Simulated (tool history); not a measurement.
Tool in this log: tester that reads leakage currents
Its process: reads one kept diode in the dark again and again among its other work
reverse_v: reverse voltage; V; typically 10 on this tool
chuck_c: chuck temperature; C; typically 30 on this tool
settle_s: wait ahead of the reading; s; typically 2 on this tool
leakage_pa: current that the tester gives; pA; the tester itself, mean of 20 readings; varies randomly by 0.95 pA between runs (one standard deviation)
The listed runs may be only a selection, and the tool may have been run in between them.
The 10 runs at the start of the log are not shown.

{"run": 11, "hour": 744.6, "reverse_v": 10, "chuck_c": 30, "settle_s": 2, "leakage_pa": 328.07}
{"run": 12, "hour": 826.1, "reverse_v": 10, "chuck_c": 30, "settle_s": 2, "leakage_pa": 328.59}
{"run": 13, "hour": 914.0, "reverse_v": 10, "chuck_c": 30, "settle_s": 2, "leakage_pa": 327.91}
{"run": 14, "hour": 1010.7, "reverse_v": 10, "chuck_c": 30, "settle_s": 4.22, "leakage_pa": 327.3}
{"run": 15, "hour": 1081.2, "reverse_v": 1.2, "chuck_c": 30, "settle_s": 2, "leakage_pa": 171.06}
{"run": 16, "hour": 1157.2, "reverse_v": 7, "chuck_c": 30, "settle_s": 2, "leakage_pa": 295.81}
{"run": 17, "hour": 1212.8, "reverse_v": 7, "chuck_c": 30, "settle_s": 2, "leakage_pa": 297.42}
{"run": 18, "hour": 1255.8, "reverse_v": 7, "chuck_c": 30, "settle_s": 2, "leakage_pa": 296.61}
{"run": 19, "hour": 1312.6, "reverse_v": 1.8, "chuck_c": 53, "settle_s": 2, "leakage_pa": 995.06}
{"run": 20, "hour": 1388.3, "reverse_v": 10.8, "chuck_c": 28, "settle_s": 2, "leakage_pa": 293.01}
{"run": 21, "hour": 1432.5, "reverse_v": 20, "chuck_c": 31, "settle_s": 2.35, "leakage_pa": 445.04}
{"run": 22, "hour": 1511.1, "reverse_v": 3.8, "chuck_c": 42, "settle_s": 1.84, "leakage_pa": 593.77}
{"run": 23, "hour": 1600.4, "reverse_v": 1.6, "chuck_c": 38, "settle_s": 2, "leakage_pa": 343.64}
{"run": 24, "hour": 1666.8, "reverse_v": 10, "chuck_c": 40, "settle_s": 4.53, "leakage_pa": 700.11}
{"run": 25, "hour": 1747.0, "reverse_v": 10.4, "chuck_c": 30, "settle_s": 1.9, "leakage_pa": 341.33}
{"run": 26, "hour": 1833.3, "reverse_v": 10, "chuck_c": 30, "settle_s": 4.4, "leakage_pa": 333.87}
{"run": 27, "hour": 1889.8, "reverse_v": 10, "chuck_c": 30, "settle_s": 4.4, "leakage_pa": 335.24}
{"run": 28, "hour": 1985.9, "reverse_v": 10, "chuck_c": 30, "settle_s": 4.4, "leakage_pa": 335.99}
{"run": 29, "hour": 2070.3, "reverse_v": 10, "chuck_c": 30, "settle_s": 4.4, "leakage_pa": 336.61}
{"hour": 2124.3, "done": "chuck's temperature calibrated"}
{"run": 30, "hour": 2139.2, "reverse_v": 10, "chuck_c": 33, "settle_s": 8.76, "leakage_pa": 400.13}
{"run": 31, "hour": 2224.6, "reverse_v": 11, "chuck_c": 33, "settle_s": 1.13, "leakage_pa": 413.14}
{"run": 32, "hour": 2289.9, "reverse_v": 11, "chuck_c": 33, "settle_s": 1.13, "leakage_pa": 413.87}
{"run": 33, "hour": 2334.5, "reverse_v": 11, "chuck_c": 53, "settle_s": 4.67, "leakage_pa": 1664.4}
{"run": 34, "hour": 2385.5, "reverse_v": 11, "chuck_c": 53, "settle_s": 4.67, "leakage_pa": 1685.02}

Alternative continuations, all from the tool just after run 34; predict every row:
{"run": "A", "hour": 2443.1, "reverse_v": 2.2, "chuck_c": 24, "settle_s": 2.76, "leakage_pa": "?"}
{"run": "B", "hour": 2443.1, "reverse_v": 10, "chuck_c": 26, "settle_s": 2, "leakage_pa": "?"}
{"run": "C", "hour": 2443.1, "reverse_v": 2.7, "chuck_c": 30, "settle_s": 5.34, "leakage_pa": "?"}

run=A leakage_pa=125.67
run=B leakage_pa=236.94
run=C leakage_pa=213.06
Without the tool's hidden state the same runs would have given:
run=A leakage_pa=124.36
run=B leakage_pa=233.42
run=C leakage_pa=211.15
